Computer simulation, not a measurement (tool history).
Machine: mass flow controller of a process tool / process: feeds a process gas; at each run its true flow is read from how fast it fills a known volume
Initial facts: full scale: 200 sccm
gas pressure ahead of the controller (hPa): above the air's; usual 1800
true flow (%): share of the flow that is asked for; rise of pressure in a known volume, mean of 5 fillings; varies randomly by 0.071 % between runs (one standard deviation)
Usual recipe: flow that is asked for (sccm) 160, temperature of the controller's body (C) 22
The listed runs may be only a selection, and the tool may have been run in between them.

run	hour	flow that is asked for (sccm)	gas pressure ahead of the controller (hPa)	temperature of the controller's body (C)	true flow (%)
1	0	160	1800	22	99.87
2	67.8	160	1800	22	99.86
3	124.6	160	1800	22	99.73
4	210	160	1800	33	101
5	260.1	160	1800	33	101.06
6	351.5	160	1800	33	101.14
7	427.5	160	1800	33	101.22
8	487	160	1800	33	101.13
9	586.2	160	1800	33	101.21
10	676.5	160	1800	33	101.31
11	767.2	160	1800	33	101.37
12	833.9	160	1800	33	101.33
13	878	160	1800	33	101.33
14	941.9	160	1800	33	101.42
15	1019.7	160	1800	33	101.5
16	1112.8	160	1800	33	101.52
17	1173.4	160	1800	33	101.47
18	1216.5	160	1800	33	101.68
19	1277.6	160	1800	33	101.78
20	1331	160	2320	33	101.29
21	1386.1	160	2320	33	101.48
22	1484.6	52	2580	22	100.03
23	1585.2	126	2140	26	100.77
24	1662.2	126	2140	26	100.81
25	1712.1	126	1700	24	100.94
26	1774.7	69	2130	30	101.22
27	1844.6	125	2410	22	100.39
28	1913.9	125	2410	22	100.33
29	1968.2	51	1950	22	100.72
30	2059.8	60	1950	31	101.69
31	2126.3	60	1950	31	101.73
32	2177.6	160	2690	22	100.38
33	2228.3	75	1950	28	101.34
34	2328.9	96	2550	21	100.36
35	2399.2	96	2550	21	100.44
36	2495.3	96	2550	21	100.5
37	2595	96	2550	21	100.58
38	2644.2	96	2550	21	100.68
39	2685.5	96	2550	29	101.47
40	2730	96	2550	29	101.56
# hour 2753.7: gauge calibrated
41	2779	160	1460	32	101
42	2834	52	2420	33	100.47

Measured less the same run without the tool's hidden state. The same run-to-run variation is in both; the gauge's scatter may not be:
Hidden state present: flow at rest that the sensor doesn't see, % of full scale; true flow over the shown one, %; drift of the gauge itself on true_pct, %.
run	true flow (%)
1	+0
2	+0.05
3	+0.07
4	+0.13
5	+0.16
6	+0.21
7	+0.25
8	+0.29
9	+0.35
10	+0.4
11	+0.45
12	+0.49
13	+0.53
14	+0.56
15	+0.61
16	+0.66
17	+0.7
18	+0.72
19	+0.76
20	+0.79
21	+0.82
22	+0.87
23	+0.93
24	+0.98
25	+1
26	+1.05
27	+1.08
28	+1.12
29	+1.15
30	+1.22
31	+1.26
32	+1.27
33	+1.31
34	+1.36
35	+1.4
36	+1.45
37	+1.51
38	+1.54
39	+1.57
40	+1.6
41	+0.02
42	+0.06
